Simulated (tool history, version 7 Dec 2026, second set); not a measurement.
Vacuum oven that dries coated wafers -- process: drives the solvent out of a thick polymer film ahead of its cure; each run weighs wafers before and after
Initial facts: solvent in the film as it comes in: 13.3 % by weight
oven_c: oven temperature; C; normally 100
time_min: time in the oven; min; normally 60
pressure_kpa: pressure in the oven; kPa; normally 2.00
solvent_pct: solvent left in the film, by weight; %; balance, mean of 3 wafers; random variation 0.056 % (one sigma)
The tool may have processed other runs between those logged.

run 1 hour=0.0 | oven_c=100 time_min=60 pressure_kpa=2.00 | solvent_pct=2.63
run 2 hour=27.2 | oven_c=100 time_min=60 pressure_kpa=2.00 | solvent_pct=2.38
run 3 hour=73.3 | oven_c=87 time_min=60 pressure_kpa=2.00 | solvent_pct=5.52
run 4 hour=97.7 | oven_c=100 time_min=60 pressure_kpa=6.72 | solvent_pct=7.35
run 5 hour=122.9 | oven_c=100 time_min=60 pressure_kpa=6.72 | solvent_pct=7.16
run 6 hour=161.8 | oven_c=100 time_min=60 pressure_kpa=6.72 | solvent_pct=7.24
run 7 hour=199.5 | oven_c=100 time_min=39 pressure_kpa=2.00 | solvent_pct=3.19
run 8 hour=224.3 | oven_c=100 time_min=39 pressure_kpa=2.00 | solvent_pct=3.18
run 9 hour=270.7 | oven_c=100 time_min=60 pressure_kpa=7.37 | solvent_pct=7.90
run 10 hour=294.8 | oven_c=100 time_min=60 pressure_kpa=7.37 | solvent_pct=7.79
run 11 hour=323.6 | oven_c=100 time_min=60 pressure_kpa=7.37 | solvent_pct=7.81
run 12 hour=366.4 | oven_c=100 time_min=60 pressure_kpa=7.37 | solvent_pct=7.82
run 13 hour=407.0 | oven_c=100 time_min=60 pressure_kpa=2.00 | solvent_pct=2.40
run 14 hour=449.4 | oven_c=105 time_min=60 pressure_kpa=2.00 | solvent_pct=1.81
run 15 hour=493.6 | oven_c=105 time_min=60 pressure_kpa=2.00 | solvent_pct=1.91
run 16 hour=524.5 | oven_c=100 time_min=42 pressure_kpa=1.63 | solvent_pct=2.56
run 17 hour=552.1 | oven_c=111 time_min=96 pressure_kpa=1.61 | solvent_pct=1.16
run 18 hour=582.3 | oven_c=111 time_min=96 pressure_kpa=1.61 | solvent_pct=1.14
run 19 hour=619.3 | oven_c=100 time_min=42 pressure_kpa=2.00 | solvent_pct=2.82
run 20 hour=650.7 | oven_c=85 time_min=42 pressure_kpa=2.00 | solvent_pct=7.30
run 21 hour=686.2 | oven_c=113 time_min=60 pressure_kpa=1.34 | solvent_pct=0.72
run 22 hour=727.7 | oven_c=100 time_min=60 pressure_kpa=2.36 | solvent_pct=2.82
run 23 hour=778.6 | oven_c=100 time_min=60 pressure_kpa=2.36 | solvent_pct=2.81
run 24 hour=815.4 | oven_c=91 time_min=49 pressure_kpa=2.00 | solvent_pct=4.85
run 25 hour=840.8 | oven_c=87 time_min=57 pressure_kpa=2.00 | solvent_pct=5.76
run 26 hour=881.7 | oven_c=108 time_min=60 pressure_kpa=4.72 | solvent_pct=3.79
run 27 hour=930.4 | oven_c=108 time_min=60 pressure_kpa=4.72 | solvent_pct=3.74
run 28 hour=967.0 | oven_c=105 time_min=65 pressure_kpa=4.72 | solvent_pct=4.20
run 29 hour=1019.7 | oven_c=105 time_min=65 pressure_kpa=4.72 | solvent_pct=4.17
run 30 hour=1047.0 | oven_c=105 time_min=31 pressure_kpa=4.72 | solvent_pct=4.81

Between the runs listed above, the log contained 1 entry, not reproduced here. Where in the sequence does each belong, and how does what the log doesn't record of the tool's condition differ from the listed run before to the listed run after?
In the gap between runs 21 and 22: oven's thermocouples calibrated (hour 705.3)
  true wafer temperature over the reading, C: 0.01 -> 0
